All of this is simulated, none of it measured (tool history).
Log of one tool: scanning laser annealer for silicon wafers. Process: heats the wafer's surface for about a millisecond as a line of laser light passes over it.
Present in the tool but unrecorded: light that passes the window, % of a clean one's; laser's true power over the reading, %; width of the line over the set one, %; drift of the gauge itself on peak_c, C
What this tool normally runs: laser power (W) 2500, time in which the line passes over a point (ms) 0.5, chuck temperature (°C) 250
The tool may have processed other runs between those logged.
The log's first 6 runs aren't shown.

run   hour  laser power (W)  time in which the line passes over a point (ms)  chuck temperature (°C)  hours of work since the window was cleaned  hours of work since the power meter was calibrated  hours of work since the optics were aligned  highest temperature of the surface (°C)
  7   42.6             2591                                              0.5                     250                                         359                                                 179                                         1790                                     1092
  8   49.3             2500                                            0.463                     250                                         362                                                 183                                         1793                                     1027
  9   55.8             2500                                            0.431                     250                                         366                                                 186                                         1797                                      994
 10   64.5             2685                                              0.5                     250                                         371                                                 191                                         1802                                     1123
 11   68.6             2500                                              0.5                     242                                         373                                                 193                                         1804                                     1061
 12     77             2500                                              0.5                     242                                         378                                                 198                                         1809                                     1057
 13   82.7             2500                                              0.5                     242                                         381                                                 201                                         1812                                     1055
 14   89.2             2500                                            0.494                     250                                         384                                                 205                                         1815                                     1061
 15   97.7             2500                                              0.5                     250                                         389                                                 209                                         1820                                     1066
 16  102.4             2500                                              0.5                     250                                         392                                                 212                                         1823                                     1064
 17  110.8             2306                                              0.5                     234                                         396                                                 217                                         1827                                      985
 18  118.6             2670                                             0.46                     284                                         401                                                 221                                         1832                                     1112
 19  124.9             2670                                             0.46                     284                                         404                                                 224                                         1835                                     1109
 20  130.8             2500                                              0.5                     263                                         407                                                 228                                         1838                                     1077
 21  134.8             2549                                            0.358                     225                                         410                                                 230                                         1841                                      904
 22  143.2             2160                                              0.5                     248                                         414                                                 234                                         1845                                      951
     145.9  -- window over the wafer cleaned
 23  154.2             2160                                              0.5                     248                                           5                                                 239                                         1850                                      950
 24    159             2160                                              0.5                     248                                           7                                                 242                                         1853                                      948
 25  167.6             2160                                              0.5                     248                                          12                                                 247                                         1858                                      949
     173.6  -- window over the wafer cleaned, once more
 26  178.3             2160                                              0.5                     248                                           3                                                 252                                         1862                                      968
 27  182.5             2392                                            0.469                     235                                           5                                                 254                                         1865                                      997
 28  186.7             2500                                            0.385                     250                                           7                                                 256                                         1867                                      962
 29  191.6             2500                                            0.385                     250                                          10                                                 259                                         1870                                      961
 30    200             2528                                              0.5                     250                                          15                                                 264                                         1875                                     1087
 31    206             2404                                            0.366                     250                                          18                                                 267                                         1878                                      911

Alternative continuations, all from the tool just after run 31; predict every row:
  A  211.9             2257                                              0.5                     236                                          21                                                 270                                         1881                                        ?
  B  211.9             2629                                            0.517                     250                                          21                                                 270                                         1881                                        ?
  C  211.9             2524                                            0.536                     275                                          21                                                 270                                         1881                                        ?
  D  211.9             2295                                            0.497                     250                                          21                                                 270                                         1881                                        ?
  E  211.9             2404                                            0.366                     243                                          21                                                 270                                         1881                                        ?

run  highest temperature of the surface (°C)
  A                                      983
  B                                     1134
  C                                     1143
  D                                     1011
  E                                      906
Stripped of hidden state, with their random variation kept, the same runs would have yielded:
run  highest temperature of the surface (°C)
  A                                      997
  B                                     1151
  C                                     1159
  D                                     1025
  E                                      918

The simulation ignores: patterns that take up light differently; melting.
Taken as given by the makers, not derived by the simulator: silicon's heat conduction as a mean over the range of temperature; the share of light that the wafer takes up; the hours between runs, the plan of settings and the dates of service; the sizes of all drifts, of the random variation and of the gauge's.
